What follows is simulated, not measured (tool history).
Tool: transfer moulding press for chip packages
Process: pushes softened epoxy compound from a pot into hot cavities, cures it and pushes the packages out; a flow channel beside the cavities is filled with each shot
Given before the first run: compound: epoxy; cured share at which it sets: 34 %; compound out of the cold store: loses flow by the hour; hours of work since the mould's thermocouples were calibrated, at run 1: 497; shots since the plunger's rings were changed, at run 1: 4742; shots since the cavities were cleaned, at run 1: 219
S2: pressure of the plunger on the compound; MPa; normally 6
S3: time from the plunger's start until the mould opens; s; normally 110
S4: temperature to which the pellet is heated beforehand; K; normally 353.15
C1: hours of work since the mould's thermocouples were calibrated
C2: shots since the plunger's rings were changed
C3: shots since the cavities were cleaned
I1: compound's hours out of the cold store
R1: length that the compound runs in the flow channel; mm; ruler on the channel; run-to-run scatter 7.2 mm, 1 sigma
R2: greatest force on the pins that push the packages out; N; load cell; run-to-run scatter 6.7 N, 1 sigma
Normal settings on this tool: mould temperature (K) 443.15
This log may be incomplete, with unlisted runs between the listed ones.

run 1 hour=0 | mould_temperature_(K)=443.15 S2=6 S3=110 S4=353.15 | C1=497 C2=4742 C3=219 | I1=25.1 | R1=738 R2=336
run 2 hour=11.1 | mould_temperature_(K)=443.15 S2=6 S3=110 S4=353.15 | C1=506 C2=4896 C3=373 | I1=39.4 | R1=716 R2=366
-- hour=21.4 plunger's sealing rings changed
run 3 hour=22 | mould_temperature_(K)=443.15 S2=6 S3=110 S4=353.15 | C1=512 C2=9 C3=490 | I1=38.6 | R1=788 R2=351
-- hour=33 cavities cleaned with cleaning compound and waxed
run 4 hour=39.1 | mould_temperature_(K)=443.15 S2=6 S3=126 S4=353.15 | C1=524 C2=226 C3=85 | I1=22.4 | R1=812 R2=267
run 5 hour=48.8 | mould_temperature_(K)=443.15 S2=6 S3=126 S4=353.15 | C1=532 C2=360 C3=219 | I1=40.8 | R1=790 R2=277
run 6 hour=61.7 | mould_temperature_(K)=443.15 S2=6 S3=126 S4=353.15 | C1=542 C2=539 C3=398 | I1=39.8 | R1=778 R2=322
run 7 hour=69.8 | mould_temperature_(K)=443.15 S2=6 S3=126 S4=353.15 | C1=548 C2=651 C3=510 | I1=42.1 | R1=771 R2=321
-- hour=78 cavities cleaned with cleaning compound and waxed
run 8 hour=79.9 | mould_temperature_(K)=443.15 S2=6 S3=126 S4=353.15 | C1=555 C2=771 C3=26 | I1=15.5 | R1=819 R2=268
run 9 hour=92.5 | mould_temperature_(K)=443.15 S2=6 S3=126 S4=353.15 | C1=564 C2=947 C3=202 | I1=45.3 | R1=764 R2=279
run 10 hour=99.9 | mould_temperature_(K)=443.15 S2=6 S3=126 S4=353.15 | C1=570 C2=1049 C3=304 | I1=40.4 | R1=761 R2=302
run 11 hour=113.5 | mould_temperature_(K)=443.15 S2=6 S3=126 S4=353.15 | C1=580 C2=1238 C3=493 | I1=19.7 | R1=815 R2=324
-- hour=123.1 cavities cleaned with cleaning compound and waxed
run 12 hour=130.5 | mould_temperature_(K)=443.15 S2=6 S3=126 S4=353.15 | C1=592 C2=1454 C3=103 | I1=33.6 | R1=777 R2=262
run 13 hour=141 | mould_temperature_(K)=443.15 S2=6.14 S3=110 S4=353.15 | C1=600 C2=1599 C3=248 | I1=8.9 | R1=830 R2=349
-- hour=145.6 mould's thermocouples calibrated
run 14 hour=159.9 | mould_temperature_(K)=443.15 S2=6.14 S3=110 S4=353.15 | C1=11 C2=1835 C3=484 | I1=36.8 | R1=770 R2=334
-- hour=170.2 cavities cleaned with cleaning compound and waxed
run 15 hour=174.3 | mould_temperature_(K)=442.15 S2=6.11 S3=118 S4=360.15 | C1=21 C2=2014 C3=57 | I1=28.5 | R1=781 R2=262
run 16 hour=191.6 | mould_temperature_(K)=442.15 S2=6.63 S3=118 S4=344.15 | C1=34 C2=2254 C3=297 | I1=23.8 | R1=829 R2=325
run 17 hour=203.2 | mould_temperature_(K)=442.15 S2=6.63 S3=118 S4=344.15 | C1=43 C2=2416 C3=459 | I1=19.7 | R1=809 R2=353
run 18 hour=210.8 | mould_temperature_(K)=442.15 S2=6.63 S3=118 S4=349.15 | C1=49 C2=2520 C3=563 | I1=40.3 | R1=790 R2=346
-- hour=215.7 cavities cleaned with cleaning compound and waxed
run 19 hour=229.6 | mould_temperature_(K)=442.15 S2=6 S3=110 S4=353.15 | C1=62 C2=2762 C3=194 | I1=20.3 | R1=780 R2=311
run 20 hour=236.8 | mould_temperature_(K)=442.15 S2=6 S3=110 S4=353.15 | C1=68 C2=2862 C3=294 | I1=21.3 | R1=776 R2=337
run 21 hour=250.5 | mould_temperature_(K)=442.15 S2=6 S3=110 S4=353.15 | C1=78 C2=3052 C3=484 | I1=42.7 | R1=741 R2=376
-- hour=260.9 cavities cleaned with cleaning compound and waxed
run 22 hour=263.6 | mould_temperature_(K)=442.15 S2=6 S3=110 S4=353.15 | C1=87 C2=3213 C3=37 | I1=23.6 | R1=769 R2=276
run 23 hour=278.6 | mould_temperature_(K)=437.15 S2=6.68 S3=142 S4=350.15 | C1=99 C2=3421 C3=245 | I1=11.3 | R1=852 R2=310
run 24 hour=291.5 | mould_temperature_(K)=437.15 S2=4.69 S3=123 S4=353.15 | C1=109 C2=3600 C3=424 | I1=23.5 | R1=695 R2=409
run 25 hour=298.7 | mould_temperature_(K)=437.15 S2=4.69 S3=123 S4=353.15 | C1=114 C2=3700 C3=524 | I1=25.1 | R1=688 R2=406
-- hour=307 cavities cleaned with cleaning compound and waxed
run 26 hour=315.5 | mould_temperature_(K)=439.15 S2=6 S3=110 S4=353.15 | C1=126 C2=3914 C3=119 | I1=10.9 | R1=793 R2=374
run 27 hour=325.2 | mould_temperature_(K)=445.15 S2=4.55 S3=149 S4=348.15 | C1=133 C2=4049 C3=254 | I1=9.7 | R1=658 R2=276

Predict each of these 5 candidate next runs independently; none follows another, all start after run 27:
run A hour=339.2 | mould_temperature_(K)=445.15 S2=6.1 S3=149 S4=348.15 | C1=144 C2=4242 C3=447 | I1=23.8 | R1=? R2=?
run B hour=339.2 | mould_temperature_(K)=445.15 S2=4.55 S3=112 S4=348.15 | C1=144 C2=4242 C3=447 | I1=42.7 | R1=? R2=?
run C hour=339.2 | mould_temperature_(K)=443.15 S2=6 S3=110 S4=353.15 | C1=144 C2=4242 C3=447 | I1=31.6 | R1=? R2=?
run D hour=339.2 | mould_temperature_(K)=443.15 S2=6.64 S3=110 S4=345.15 | C1=144 C2=4242 C3=447 | I1=26.7 | R1=? R2=?
run E hour=339.2 | mould_temperature_(K)=438.15 S2=4.55 S3=144 S4=348.15 | C1=144 C2=4242 C3=447 | I1=10 | R1=? R2=?

run=A R1=734 R2=303
run=B R1=616 R2=307
run=C R1=730 R2=341
run=D R1=776 R2=349
run=E R1=692 R2=336
With no hidden state in the tool, these same runs would have given:
run=A R1=806 R2=234
run=B R1=676 R2=234
run=C R1=801 R2=262
run=D R1=852 R2=267
run=E R1=759 R2=259
